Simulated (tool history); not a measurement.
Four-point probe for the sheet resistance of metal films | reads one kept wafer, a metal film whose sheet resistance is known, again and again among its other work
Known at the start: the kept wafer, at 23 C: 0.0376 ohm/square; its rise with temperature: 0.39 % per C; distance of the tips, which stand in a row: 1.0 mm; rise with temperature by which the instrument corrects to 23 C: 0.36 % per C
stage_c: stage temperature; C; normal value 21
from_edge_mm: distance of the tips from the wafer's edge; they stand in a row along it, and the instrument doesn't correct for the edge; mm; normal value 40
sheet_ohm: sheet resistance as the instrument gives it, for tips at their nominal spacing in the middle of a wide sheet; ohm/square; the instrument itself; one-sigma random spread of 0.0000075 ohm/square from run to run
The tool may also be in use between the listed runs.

run	day	stage_c	from_edge_mm	sheet_ohm
1	0	21	40	0.03788
2	1.229	21	40	0.037869
3	2.471	21	40	0.037862
4	4.133	21	70	0.037853
5	5.604	21	40	0.03787
6	7.329	21	40	0.037862
7	8.45	21	40	0.037877
8	9.925	21	40	0.037875
9	11.521	21	40	0.037878
10	13.35	25	40	0.037926

What will run 11 give?
11	14.142	25	40	?

Run 11 came out at sheet_ohm 0.037913 ohm/square.
Were there no unlogged condition in the tool, this run, its random variation unchanged, would have produced sheet_ohm 0.037622 ohm/square.
